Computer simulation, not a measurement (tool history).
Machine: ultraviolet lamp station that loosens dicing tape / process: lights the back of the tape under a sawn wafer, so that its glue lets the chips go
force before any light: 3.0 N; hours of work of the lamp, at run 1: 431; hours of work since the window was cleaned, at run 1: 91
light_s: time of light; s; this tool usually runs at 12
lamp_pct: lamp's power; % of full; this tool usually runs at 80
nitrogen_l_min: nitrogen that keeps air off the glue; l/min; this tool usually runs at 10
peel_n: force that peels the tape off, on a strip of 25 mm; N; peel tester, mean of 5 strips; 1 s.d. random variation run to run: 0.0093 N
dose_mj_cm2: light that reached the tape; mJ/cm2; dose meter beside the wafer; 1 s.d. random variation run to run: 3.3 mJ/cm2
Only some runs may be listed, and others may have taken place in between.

run,hour,light_s,lamp_pct,nitrogen_l_min,hours of work of the lamp,hours of work since the window was cleaned,peel_n,dose_mj_cm2
1,0.0,12,80,10,431,91,0.511,429
2,39.1,12,80,10,457,118,0.515,425
3,70.9,12,80,10,479,139,0.530,419
4,101.0,12,80,10,499,160,0.534,413
5,127.3,12,80,10,517,177,0.533,411
6,151.8,12,80,10,533,194,0.539,408
7,182.8,12,80,10,554,215,0.578,405
8,208.9,12,62,10,572,233,0.770,310
9,237.0,12,62,10,591,252,0.766,305
# hour 240.3: window cleaned of glue's vapour
10,258.2,12,62,10,605,12,0.803,298
11,298.1,12,62,10,632,39,0.829,291
12,328.4,12,80,10,653,60,0.605,373
13,370.0,12,80,10,681,88,0.612,368
# hour 391.6: lamp changed
14,412.1,12,80,10,14,116,0.432,479
# hour 441.3: window cleaned of glue's vapour, once more
15,443.5,8,67,13,35,1,0.751,289
16,463.6,12,63,10,48,15,0.557,399
17,496.5,14,83,10,71,37,0.318,607
18,532.3,6,81,10,95,62,1.013,249
19,571.3,6,92,5,121,88,1.117,279
20,601.2,6,64,8,141,108,1.330,190
21,641.0,6,64,8,168,135,1.322,189
22,662.3,6,84,7,183,149,1.141,249
23,681.7,10,84,6,196,163,0.681,410

Describe how what the log doesn't record of the tool's condition differs between the last listed run preceding each entry between runs and the first listed run following it.
Run 9 -> run 10: window cleaned of glue's vapour (hour 240.3)
  lamp's light, % of a new lamp's: 79.3 -> 78.9; light that the window lets through, % of a clean one's: 95.9 -> 94.2
  the result without the hidden state subtracted from the measured one, peel_n: +0.224 -> +0.253 N; dose_mj_cm2: -96 -> -103 mJ/cm2
Run 13 -> run 14: lamp changed (hour 391.6)
  lamp's light, % of a new lamp's: 76.4 -> 99.1; light that the window lets through, % of a clean one's: 93 -> 92.5
  the result without the hidden state subtracted from the measured one, peel_n: +0.231 -> +0.049 N; dose_mj_cm2: -149 -> -43 mJ/cm2
Run 14 -> run 15: window cleaned of glue's vapour, once more (hour 441.3)
  lamp's light, % of a new lamp's: 99.1 -> 98.4; light that the window lets through, % of a clean one's: 92.5 -> 99.9
  the result without the hidden state subtracted from the measured one, peel_n: +0.049 -> +0.014 N; dose_mj_cm2: -43 -> -5 mJ/cm2
